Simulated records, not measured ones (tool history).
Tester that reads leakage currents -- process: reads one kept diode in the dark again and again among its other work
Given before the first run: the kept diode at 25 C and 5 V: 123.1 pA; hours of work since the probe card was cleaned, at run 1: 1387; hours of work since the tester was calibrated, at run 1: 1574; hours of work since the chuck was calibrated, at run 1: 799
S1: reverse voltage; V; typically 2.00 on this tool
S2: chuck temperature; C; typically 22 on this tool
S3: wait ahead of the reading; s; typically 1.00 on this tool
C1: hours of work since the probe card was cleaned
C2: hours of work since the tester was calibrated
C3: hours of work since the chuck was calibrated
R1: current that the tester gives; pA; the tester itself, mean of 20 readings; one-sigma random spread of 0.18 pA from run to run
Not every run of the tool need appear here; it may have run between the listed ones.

{"run": 1, "hour": 0.0, "S1": 2.0, "S2": 22, "S3": 1.0, "C1": 1387, "C2": 1574, "C3": 799, "R1": 52.51}
{"run": 2, "hour": 59.3, "S1": 2.0, "S2": 22, "S3": 1.0, "C1": 1435, "C2": 1621, "C3": 846, "R1": 52.26}
{"run": 3, "hour": 131.8, "S1": 2.0, "S2": 34, "S3": 1.0, "C1": 1492, "C2": 1679, "C3": 904, "R1": 156.78}
{"run": 4, "hour": 192.1, "S1": 2.0, "S2": 34, "S3": 1.0, "C1": 1541, "C2": 1727, "C3": 952, "R1": 156.16}
{"run": 5, "hour": 274.1, "S1": 7.19, "S2": 22, "S3": 1.0, "C1": 1606, "C2": 1793, "C3": 1018, "R1": 107.73}
{"run": 6, "hour": 359.9, "S1": 2.25, "S2": 22, "S3": 1.0, "C1": 1675, "C2": 1861, "C3": 1086, "R1": 54.3}
{"hour": 374.4, "done": "probe card cleaned and baked"}
{"run": 7, "hour": 406.5, "S1": 2.25, "S2": 22, "S3": 1.0, "C1": 26, "C2": 1896, "C3": 1121, "R1": 50.55}
{"run": 8, "hour": 494.1, "S1": 2.25, "S2": 22, "S3": 1.0, "C1": 96, "C2": 1966, "C3": 1191, "R1": 50.4}
{"run": 9, "hour": 585.6, "S1": 2.0, "S2": 22, "S3": 1.0, "C1": 169, "C2": 2039, "C3": 1264, "R1": 47.08}
{"hour": 632.1, "done": "chuck's temperature calibrated"}
{"run": 10, "hour": 668.8, "S1": 2.0, "S2": 22, "S3": 1.0, "C1": 234, "C2": 2104, "C3": 29, "R1": 55.86}
{"run": 11, "hour": 751.8, "S1": 2.93, "S2": 22, "S3": 1.0, "C1": 300, "C2": 2170, "C3": 96, "R1": 67.59}
{"run": 12, "hour": 835.9, "S1": 2.0, "S2": 22, "S3": 0.93, "C1": 367, "C2": 2237, "C3": 163, "R1": 54.5}
{"run": 13, "hour": 931.2, "S1": 2.0, "S2": 40, "S3": 1.0, "C1": 443, "C2": 2313, "C3": 239, "R1": 286.87}
{"run": 14, "hour": 980.3, "S1": 2.0, "S2": 22, "S3": 6.47, "C1": 482, "C2": 2353, "C3": 278, "R1": 53.71}
{"run": 15, "hour": 1027.0, "S1": 2.0, "S2": 22, "S3": 2.26, "C1": 520, "C2": 2390, "C3": 315, "R1": 53.55}
{"run": 16, "hour": 1108.5, "S1": 6.7, "S2": 46, "S3": 1.0, "C1": 585, "C2": 2455, "C3": 381, "R1": 913.79}
{"run": 17, "hour": 1182.2, "S1": 6.69, "S2": 21, "S3": 0.9, "C1": 644, "C2": 2514, "C3": 439, "R1": 94.57}
{"run": 18, "hour": 1236.3, "S1": 6.69, "S2": 21, "S3": 0.9, "C1": 687, "C2": 2557, "C3": 483, "R1": 94.99}
{"run": 19, "hour": 1276.0, "S1": 6.69, "S2": 21, "S3": 0.9, "C1": 718, "C2": 2589, "C3": 514, "R1": 94.3}
{"run": 20, "hour": 1339.5, "S1": 2.0, "S2": 22, "S3": 5.99, "C1": 769, "C2": 2640, "C3": 565, "R1": 51.45}
{"run": 21, "hour": 1391.6, "S1": 12.68, "S2": 22, "S3": 3.07, "C1": 811, "C2": 2681, "C3": 607, "R1": 145.84}
{"run": 22, "hour": 1486.8, "S1": 2.17, "S2": 28, "S3": 0.39, "C1": 887, "C2": 2757, "C3": 683, "R1": 95.5}
{"run": 23, "hour": 1537.7, "S1": 2.17, "S2": 28, "S3": 0.39, "C1": 928, "C2": 2798, "C3": 723, "R1": 94.97}
{"run": 24, "hour": 1584.1, "S1": 2.0, "S2": 30, "S3": 1.0, "C1": 965, "C2": 2835, "C3": 760, "R1": 109.05}

Forecast each of these 4 alternatives for the next run:
{"run": "A", "hour": 1656.7, "S1": 1.23, "S2": 32, "S3": 6.55, "C1": 1023, "C2": 2893, "C3": 818, "R1": "?"}
{"run": "B", "hour": 1656.7, "S1": 3.78, "S2": 33, "S3": 0.98, "C1": 1023, "C2": 2893, "C3": 818, "R1": "?"}
{"run": "C", "hour": 1656.7, "S1": 1.46, "S2": 30, "S3": 0.92, "C1": 1023, "C2": 2893, "C3": 818, "R1": "?"}
{"run": "D", "hour": 1656.7, "S1": 2.0, "S2": 30, "S3": 6.69, "C1": 1023, "C2": 2893, "C3": 818, "R1": "?"}

run=A R1=99.72
run=B R1=202.22
run=C R1=91.07
run=D R1=107.91
Stripped of hidden state, with their random variation kept, the same runs would have yielded:
run=A R1=112.12
run=B R1=225.86
run=C R1=102.20
run=D R1=120.87
